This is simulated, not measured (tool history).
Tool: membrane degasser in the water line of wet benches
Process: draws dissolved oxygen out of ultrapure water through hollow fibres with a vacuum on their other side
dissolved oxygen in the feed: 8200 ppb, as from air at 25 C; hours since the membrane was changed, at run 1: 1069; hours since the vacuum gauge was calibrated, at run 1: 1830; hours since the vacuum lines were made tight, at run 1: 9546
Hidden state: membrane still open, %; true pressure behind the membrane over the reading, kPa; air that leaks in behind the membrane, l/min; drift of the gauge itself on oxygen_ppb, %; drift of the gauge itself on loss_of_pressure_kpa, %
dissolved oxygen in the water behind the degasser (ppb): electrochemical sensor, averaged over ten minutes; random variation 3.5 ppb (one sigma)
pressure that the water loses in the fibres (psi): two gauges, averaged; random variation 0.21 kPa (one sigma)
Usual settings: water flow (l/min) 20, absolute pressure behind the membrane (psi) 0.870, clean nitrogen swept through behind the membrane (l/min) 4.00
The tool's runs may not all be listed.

| run | hour | water flow (l/min) | absolute pressure behind the membrane (psi) | clean nitrogen swept through behind the membrane (l/min) | hours since the membrane was changed | hours since the vacuum gauge was calibrated | hours since the vacuum lines were made tight | dissolved oxygen in the water behind the degasser (ppb) | pressure that the water loses in the fibres (psi) |
|---|---|---|---|---|---|---|---|---|---|
| 1 | 0.0 | 20 | 0.870 | 4.00 | 1069 | 1830 | 9546 | 356.4 | 6.791 |
| 2 | 53.2 | 20 | 0.870 | 4.00 | 1123 | 1883 | 9599 | 353.0 | 6.824 |
| 3 | 89.2 | 20 | 0.870 | 4.00 | 1159 | 1919 | 9635 | 351.8 | 6.783 |
| 4 | 144.4 | 20 | 0.870 | 4.00 | 1214 | 1974 | 9690 | 353.5 | 6.857 |
| 5 | 175.0 | 20 | 0.870 | 4.00 | 1244 | 2005 | 9721 | 358.6 | 6.868 |
| 6 | 210.5 | 20 | 0.870 | 4.00 | 1280 | 2040 | 9756 | 357.3 | 6.859 |
| 7 | 255.2 | 20 | 0.870 | 4.00 | 1325 | 2085 | 9801 | 356.0 | 6.895 |
| 8 | 306.3 | 20 | 0.870 | 4.00 | 1376 | 2136 | 9852 | 353.2 | 6.808 |
| 9 | 350.4 | 20 | 0.870 | 4.00 | 1420 | 2180 | 9896 | 358.0 | 6.857 |
| 10 | 413.3 | 20 | 0.870 | 2.07 | 1483 | 2243 | 9959 | 380.9 | 6.868 |
| 11 | 452.1 | 20 | 0.870 | 3.57 | 1522 | 2282 | 9998 | 362.1 | 6.846 |
| 12 | 496.1 | 20 | 0.870 | 3.57 | 1566 | 2326 | 10042 | 366.5 | 6.846 |
| 13 | 525.4 | 20 | 0.870 | 3.57 | 1595 | 2355 | 10071 | 363.1 | 6.840 |
| 14 | 557.5 | 20 | 0.870 | 3.57 | 1627 | 2387 | 10103 | 363.9 | 6.836 |
| 15 | 610.8 | 20 | 0.870 | 7.60 | 1680 | 2441 | 10157 | 349.7 | 6.831 |
| 16 | 657.2 | 20 | 0.870 | 7.60 | 1727 | 2487 | 10203 | 339.9 | 6.905 |
| 17 | 697.2 | 20 | 0.870 | 7.60 | 1767 | 2527 | 10243 | 341.1 | 6.853 |
| 18 | 751.6 | 28 | 0.870 | 5.90 | 1821 | 2581 | 10297 | 515.7 | 9.625 |
| 19 | 796.2 | 15 | 0.870 | 3.86 | 1866 | 2626 | 10342 | 247.9 | 5.131 |
| 20 | 861.2 | 24 | 1.192 | 3.75 | 1931 | 2691 | 10407 | 489.4 | 8.274 |
| 21 | 889.0 | 20 | 0.557 | 2.80 | 1958 | 2719 | 10435 | 337.6 | 6.869 |
| 22 | 916.5 | 14 | 0.557 | 5.76 | 1986 | 2746 | 10462 | 204.4 | 4.799 |
| 23 | 960.1 | 14 | 0.857 | 5.76 | 2030 | 2790 | 10506 | 218.5 | 4.831 |
| 24 | 988.0 | 12 | 0.954 | 10.32 | 2057 | 2818 | 10534 | 169.0 | 4.076 |
| 25 | 1021.9 | 23 | 0.954 | 5.68 | 2091 | 2852 | 10568 | 430.0 | 7.944 |
| 26 | 1055.7 | 12 | 1.533 | 1.93 | 2125 | 2885 | 10601 | 268.0 | 4.100 |
| 27 | 1110.6 | 18 | 0.528 | 3.18 | 2180 | 2940 | 10656 | 291.7 | 6.229 |
| 28 | 1151.6 | 20 | 1.682 | 4.00 | 2221 | 2981 | 10697 | 433.9 | 6.882 |
| 29 | 1211.8 | 20 | 0.870 | 1.86 | 2281 | 3042 | 10758 | 404.1 | 6.857 |
| 30 | 1248.2 | 25 | 1.901 | 4.00 | 2318 | 3078 | 10794 | 574.0 | 8.566 |
| 31 | 1279.4 | 17 | 0.870 | 7.83 | 2349 | 3109 | 10825 | 283.2 | 5.835 |

The same runs without the tool's hidden state, with the same run-to-run variation:
| run | dissolved oxygen in the water behind the degasser (ppb) | pressure that the water loses in the fibres (psi) |
|---|---|---|
| 1 | 348.3 | 6.747 |
| 2 | 344.6 | 6.778 |
| 3 | 343.2 | 6.737 |
| 4 | 344.5 | 6.808 |
| 5 | 349.3 | 6.818 |
| 6 | 347.8 | 6.807 |
| 7 | 346.3 | 6.843 |
| 8 | 343.2 | 6.752 |
| 9 | 347.6 | 6.801 |
| 10 | 368.9 | 6.808 |
| 11 | 350.8 | 6.785 |
| 12 | 354.8 | 6.783 |
| 13 | 351.4 | 6.776 |
| 14 | 352.0 | 6.772 |
| 15 | 338.3 | 6.765 |
| 16 | 328.5 | 6.837 |
| 17 | 329.5 | 6.783 |
| 18 | 499.7 | 9.523 |
| 19 | 237.5 | 5.076 |
| 20 | 472.8 | 8.183 |
| 21 | 323.6 | 6.792 |
| 22 | 195.1 | 4.746 |
| 23 | 208.6 | 4.775 |
| 24 | 160.9 | 4.028 |
| 25 | 413.8 | 7.848 |
| 26 | 255.0 | 4.049 |
| 27 | 278.0 | 6.151 |
| 28 | 416.8 | 6.794 |
| 29 | 385.7 | 6.767 |
| 30 | 553.2 | 8.451 |
| 31 | 269.8 | 5.757 |

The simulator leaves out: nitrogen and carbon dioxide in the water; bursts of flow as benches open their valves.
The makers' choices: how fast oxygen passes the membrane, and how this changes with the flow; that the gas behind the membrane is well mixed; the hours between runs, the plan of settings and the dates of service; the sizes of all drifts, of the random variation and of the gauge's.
